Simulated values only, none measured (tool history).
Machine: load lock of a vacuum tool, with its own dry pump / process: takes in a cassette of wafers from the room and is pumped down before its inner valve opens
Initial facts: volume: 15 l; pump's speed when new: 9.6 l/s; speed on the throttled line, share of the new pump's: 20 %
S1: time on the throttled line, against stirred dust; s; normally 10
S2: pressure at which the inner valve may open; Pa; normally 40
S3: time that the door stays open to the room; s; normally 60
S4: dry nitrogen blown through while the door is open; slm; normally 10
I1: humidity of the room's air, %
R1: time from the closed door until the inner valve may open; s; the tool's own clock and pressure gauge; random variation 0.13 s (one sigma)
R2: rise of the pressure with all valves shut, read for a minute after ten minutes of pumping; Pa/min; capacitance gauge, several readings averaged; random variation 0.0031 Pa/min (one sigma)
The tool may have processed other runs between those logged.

run	day	S1	S2	S3	S4	I1	R1	R2
1	0	10	40	60	10	41.3	20.2	0.088
2	3.05	10	40	60	10	43.7	20.2	0.099
3	7.962	10	73	60	10	45.7	19.3	0.1
4	11.417	10	40	60	10	48.2	20.4	0.1
5	14.654	10	40	54	10	42.8	20.4	0.098
6	19.7	10	40	54	10	44.8	20.3	0.099
7	24.246	10	38	60	10	42.3	20.1	0.101
8	31.183	10	40	60	21	48.1	20.3	0.107
9	38.042	10	40	60	21	43.8	20.4	0.1
10	40.946	10	40	60	21	46	20.3	0.107
11	44.7	10	40	60	21	45.7	20.4	0.115
12	50.196	10	40	60	10	44.9	20.4	0.123
13	54.404	10	40	60	10	42.3	20.1	0.122
14	61.062	10	40	60	10	47.3	20	0.129
15	65.038	10	40	60	4	46.3	20.4	0.142
16	70.075	10	40	60	4	44.6	20.2	0.144
17	73.95	10	40	60	4	49.3	20.3	0.147
18	79.096	10	40	60	4	44.8	20.2	0.15
19	82.4	10	40	60	4	44.9	20.4	0.15
20	89.15	10	40	60	4	46.2	20.4	0.16
21	94.317	14	40	44	6	45.9	23.4	0.147

Run 22 is up next; what results do you expect?
22	101.025	10	30	149	11	43.3	?	?

Logged for run 22: R1 20.9 s, R2 0.185 Pa/min.
With no hidden state in the tool, this same run would have given R1 20.8 s, R2 0.09 Pa/min.
